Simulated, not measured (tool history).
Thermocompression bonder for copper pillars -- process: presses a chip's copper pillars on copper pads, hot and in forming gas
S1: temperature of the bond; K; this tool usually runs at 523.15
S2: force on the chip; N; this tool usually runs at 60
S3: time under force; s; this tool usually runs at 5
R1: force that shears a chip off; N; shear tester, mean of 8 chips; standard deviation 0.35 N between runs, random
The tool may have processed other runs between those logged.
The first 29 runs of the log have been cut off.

Run 30, hour 232.2: usual settings but S3 10 s. Result: R1 99.5 N.
Run 31, hour 241.1: usual settings but S1 518.15 K, S2 72 N. Result: R1 87.5 N.
Run 32, hour 246.7: usual settings but S2 80 N, S3 11 s. Result: R1 109.6 N.
Run 33, hour 253.0: usual settings but S1 528.15 K, S2 74 N, S3 12 s. Result: R1 111.2 N.
Run 34, hour 258.9: usual settings but S1 528.15 K, S2 74 N, S3 12 s. Result: R1 111.6 N.
Run 35, hour 268.8: usual settings but S1 528.15 K, S2 74 N, S3 12 s. Result: R1 111.2 N.
Run 36, hour 277.5: usual settings but S1 541.15 K, S2 41 N, S3 12 s. Result: R1 103.7 N.
Run 37, hour 287.2: usual settings but S1 541.15 K, S2 41 N, S3 12 s. Result: R1 103.5 N.

5 ways to go on from here, each from the tool as it stands after run 37. What would each give?
Run A, hour 292.8: usual settings but S1 547.15 K, S2 56 N, S3 15 s. Result: R1 ?.
Run B, hour 292.8: usual settings but S1 541.15 K, S2 41 N, S3 6 s. Result: R1 ?.
Run C, hour 292.8: usual settings but S1 512.15 K, S2 58 N, S3 4 s. Result: R1 ?.
Run D, hour 292.8: usual settings but S2 84 N, S3 3 s. Result: R1 ?.
Run E, hour 292.8: usual settings but S1 541.15 K, S2 41 N, S3 11 s. Result: R1 ?.

run     R1
  A  116.4
  B   88.9
  C   71.1
  D   85.6
  E  101.5
With no hidden state in the tool, these same runs would have given:
run     R1
  A  116.9
  B   89.2
  C   71.4
  D   85.9
  E  101.8

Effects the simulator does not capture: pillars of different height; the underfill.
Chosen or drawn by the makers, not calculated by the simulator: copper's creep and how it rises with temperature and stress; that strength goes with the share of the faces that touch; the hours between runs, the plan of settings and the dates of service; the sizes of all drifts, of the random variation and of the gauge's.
